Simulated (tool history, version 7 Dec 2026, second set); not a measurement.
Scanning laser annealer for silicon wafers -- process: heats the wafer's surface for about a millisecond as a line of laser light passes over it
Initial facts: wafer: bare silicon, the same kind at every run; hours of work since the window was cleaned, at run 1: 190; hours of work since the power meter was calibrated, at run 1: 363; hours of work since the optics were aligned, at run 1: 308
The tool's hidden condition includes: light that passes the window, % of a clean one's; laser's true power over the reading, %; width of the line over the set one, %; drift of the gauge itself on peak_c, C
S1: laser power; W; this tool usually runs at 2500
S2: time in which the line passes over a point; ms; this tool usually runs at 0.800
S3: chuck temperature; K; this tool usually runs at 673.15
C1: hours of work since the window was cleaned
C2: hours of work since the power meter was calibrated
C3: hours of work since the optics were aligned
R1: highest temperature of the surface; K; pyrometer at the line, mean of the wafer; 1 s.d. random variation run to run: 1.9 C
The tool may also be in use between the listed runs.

run 1 hour=0.0 | S1=2500 S2=0.800 S3=673.15 | C1=190 C2=363 C3=308 | R1=1432.15
run 2 hour=17.5 | S1=2500 S2=0.800 S3=673.15 | C1=203 C2=377 C3=321 | R1=1432.15
run 3 hour=39.3 | S1=2500 S2=0.800 S3=673.15 | C1=220 C2=394 C3=338 | R1=1432.15
run 4 hour=53.1 | S1=2500 S2=0.800 S3=673.15 | C1=231 C2=405 C3=349 | R1=1432.15
run 5 hour=76.4 | S1=2263 S2=0.800 S3=673.15 | C1=249 C2=423 C3=367 | R1=1334.15
run 6 hour=100.7 | S1=2500 S2=0.800 S3=698.15 | C1=268 C2=441 C3=386 | R1=1457.15
run 7 hour=122.8 | S1=2500 S2=0.800 S3=698.15 | C1=285 C2=459 C3=403 | R1=1457.15
run 8 hour=144.5 | S1=2500 S2=0.800 S3=698.15 | C1=302 C2=475 C3=420 | R1=1456.15
run 9 hour=170.4 | S1=2505 S2=0.567 S3=673.15 | C1=322 C2=496 C3=440 | R1=1305.15
run 10 hour=184.4 | S1=2505 S2=0.567 S3=673.15 | C1=333 C2=506 C3=451 | R1=1305.15
run 11 hour=200.1 | S1=2505 S2=0.567 S3=673.15 | C1=345 C2=519 C3=463 | R1=1303.15
run 12 hour=226.2 | S1=2505 S2=0.567 S3=673.15 | C1=365 C2=539 C3=483 | R1=1306.15
run 13 hour=243.5 | S1=2505 S2=0.567 S3=673.15 | C1=379 C2=552 C3=497 | R1=1306.15

Each row is a separate what-if for the run after 13, all from the same tool condition, not one after another. Results?
run A hour=260.0 | S1=2206 S2=0.571 S3=697.15 | C1=391 C2=565 C3=510 | R1=?
run B hour=260.0 | S1=2267 S2=0.795 S3=695.15 | C1=391 C2=565 C3=510 | R1=?
run C hour=260.0 | S1=2738 S2=0.560 S3=708.15 | C1=391 C2=565 C3=510 | R1=?
run D hour=260.0 | S1=2294 S2=0.800 S3=673.15 | C1=391 C2=565 C3=510 | R1=?

run=A R1=1232.15
run=B R1=1362.15
run=C R1=1421.15
run=D R1=1348.15
With the hidden condition removed and each run's random variation left untouched, the same runs would have given:
run=A R1=1232.15
run=B R1=1363.15
run=C R1=1421.15
run=D R1=1349.15
